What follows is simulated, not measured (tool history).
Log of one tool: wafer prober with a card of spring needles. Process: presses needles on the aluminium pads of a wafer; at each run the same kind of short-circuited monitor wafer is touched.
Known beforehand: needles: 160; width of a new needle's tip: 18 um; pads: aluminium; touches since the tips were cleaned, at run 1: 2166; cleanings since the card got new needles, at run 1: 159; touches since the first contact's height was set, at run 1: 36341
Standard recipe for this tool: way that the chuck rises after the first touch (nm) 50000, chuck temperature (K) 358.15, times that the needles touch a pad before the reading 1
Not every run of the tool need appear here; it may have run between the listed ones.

run	day	way that the chuck rises after the first touch (nm)	chuck temperature (K)	times that the needles touch a pad before the reading	touches since the tips were cleaned	cleanings since the card got new needles	touches since the first contact's height was set	resistance of one needle with its contact and lead (mohm)	way that a needle slides on the pad (nm)
1	0	50000	358.15	1	2166	159	36341	424	8480
# day 0.162: tips cleaned on abrasive film
# day 0.558: tips cleaned on abrasive film
# day 0.958: tips cleaned on abrasive film
# day 1.354: tips cleaned on abrasive film
# day 1.675: tips cleaned on abrasive film
2	1.846	50000	358.15	1	1974	164	57200	438	8440
# day 2.008: tips cleaned on abrasive film
# day 2.325: tips cleaned on abrasive film
# day 2.646: tips cleaned on abrasive film
3	2.871	54000	358.15	1	2556	167	68752	429	9120
# day 3.029: tips cleaned on abrasive film
# day 3.429: tips cleaned on abrasive film
# day 3.746: tips cleaned on abrasive film
# day 4.146: tips cleaned on abrasive film
# day 4.462: tips cleaned on abrasive film
4	4.771	54000	358.15	1	3508	172	90247	469	9060
# day 4.854: tips cleaned on abrasive film
# day 5.175: tips cleaned on abrasive film
# day 5.571: tips cleaned on abrasive film
# day 5.967: tips cleaned on abrasive film
5	6.142	54000	358.15	1	1980	176	105717	417	9000
# day 6.304: tips cleaned on abrasive film
# day 6.7: tips cleaned on abrasive film
# day 7.021: tips cleaned on abrasive film
# day 7.417: tips cleaned on abrasive film
6	7.446	50000	358.15	1	334	180	120440	313	8280
# day 7.767: tips cleaned on abrasive film
# day 8.083: tips cleaned on abrasive film
# day 8.483: tips cleaned on abrasive film
# day 8.879: tips cleaned on abrasive film
7	8.946	50000	358.15	1	731	184	137360	366	8230
# day 9.262: tips cleaned on abrasive film
# day 9.662: tips cleaned on abrasive film
# day 9.979: tips cleaned on abrasive film
# day 10.379: tips cleaned on abrasive film
# day 10.775: tips cleaned on abrasive film
8	11.083	50000	358.15	1	3518	189	161562	495	8090
# day 11.167: tips cleaned on abrasive film
# day 11.562: tips cleaned on abrasive film
# day 11.962: tips cleaned on abrasive film
# day 12.358: tips cleaned on abrasive film
# day 12.729: tips cleaned on abrasive film
9	12.729	50000	358.15	1	0	194	180144	293	8110
# day 13.129: tips cleaned on abrasive film
# day 13.525: tips cleaned on abrasive film
# day 13.921: tips cleaned on abrasive film
# day 14.321: tips cleaned on abrasive film
# day 14.638: tips cleaned on abrasive film
10	14.892	50000	358.15	1	2881	199	204609	517	7990
# day 14.975: tips cleaned on abrasive film
# day 15.371: tips cleaned on abrasive film
# day 15.771: tips cleaned on abrasive film
# day 15.862: height of the first contact set anew
11	16.083	50000	358.15	1	3421	202	2521	488	8570
# day 16.162: tips cleaned on abrasive film
# day 16.483: tips cleaned on abrasive film
# day 16.879: tips cleaned on abrasive film
# day 17.279: tips cleaned on abrasive film
# day 17.675: tips cleaned on abrasive film
12	17.688	68000	358.15	1	122	207	20630	276	11690
# day 18.004: tips cleaned on abrasive film
# day 18.404: tips cleaned on abrasive film
# day 18.8: tips cleaned on abrasive film
# day 19.121: tips cleaned on abrasive film
# day 19.508: tips cleaned on abrasive film
13	19.508	68000	358.15	1	0	212	41220	275	11680
# day 19.908: tips cleaned on abrasive film
# day 20.304: tips cleaned on abrasive film
# day 20.625: tips cleaned on abrasive film
14	20.938	54000	307.15	1	3582	215	57393	475	9130
# day 21.021: tips cleaned on abrasive film
# day 21.338: tips cleaned on abrasive film
# day 21.738: tips cleaned on abrasive film
# day 22.133: tips cleaned on abrasive film
15	22.292	35000	317.15	1	1804	219	72687	615	5760
# day 22.458: tips cleaned on abrasive film
# day 22.858: tips cleaned on abrasive film
# day 23.254: tips cleaned on abrasive film
# day 23.638: tips cleaned on abrasive film
16	23.638	48000	313.15	1	0	223	87865	279	7980
# day 24.033: tips cleaned on abrasive film
# day 24.354: tips cleaned on abrasive film
# day 24.75: tips cleaned on abrasive film
# day 25.15: tips cleaned on abrasive film
17	25.333	48000	313.15	1	2090	227	107043	475	7950
# day 25.492: tips cleaned on abrasive film
# day 25.812: tips cleaned on abrasive film
# day 26.208: tips cleaned on abrasive film
# day 26.608: tips cleaned on abrasive film
18	26.771	67000	301.15	2	1887	231	123320	309	11230
# day 26.933: tips cleaned on abrasive film
# day 27.254: tips cleaned on abrasive film
# day 27.65: tips cleaned on abrasive film
# day 27.971: tips cleaned on abrasive film
# day 28.367: tips cleaned on abrasive film
# day 28.688: tips cleaned on abrasive film
# day 29.004: tips cleaned on abrasive film
19	29.167	50000	323.15	1	1836	238	150344	478	8200
# day 29.329: tips cleaned on abrasive film
# day 29.725: tips cleaned on abrasive film
# day 30.125: tips cleaned on abrasive film
# day 30.442: tips cleaned on abrasive film
# day 30.842: tips cleaned on abrasive film
20	30.988	50000	323.15	1	1673	243	170910	458	8090
# day 31.229: tips cleaned on abrasive film
# day 31.546: tips cleaned on abrasive film
# day 31.946: tips cleaned on abrasive film
# day 32.342: tips cleaned on abrasive film
# day 32.738: tips cleaned on abrasive film
21	32.929	50000	358.15	1	2158	248	192853	487	8080
# day 33.092: tips cleaned on abrasive film
# day 33.488: tips cleaned on abrasive film
# day 33.883: tips cleaned on abrasive film
# day 34.204: tips cleaned on abrasive film
# day 34.575: tips cleaned on abrasive film
22	34.575	32000	368.15	1	0	253	211437	321	4880

Run 23 is up next; what results do you expect?
# day 34.896: tips cleaned on abrasive film
# day 34.908: height of the first contact set anew
# day 35.225: tips cleaned on abrasive film
# day 35.625: tips cleaned on abrasive film
# day 35.942: tips cleaned on abrasive film
# day 36.342: tips cleaned on abrasive film
# day 36.658: tips cleaned on abrasive film
23	36.933	32000	368.15	1	3129	259	22915	?	?

For run 23 the tool returned resistance of one needle with its contact and lead (mohm) 860, way that a needle slides on the pad (nm) 5430.
Without the tool's hidden state the same run would have given resistance of one needle with its contact and lead (mohm) 274, way that a needle slides on the pad (nm) 5500.

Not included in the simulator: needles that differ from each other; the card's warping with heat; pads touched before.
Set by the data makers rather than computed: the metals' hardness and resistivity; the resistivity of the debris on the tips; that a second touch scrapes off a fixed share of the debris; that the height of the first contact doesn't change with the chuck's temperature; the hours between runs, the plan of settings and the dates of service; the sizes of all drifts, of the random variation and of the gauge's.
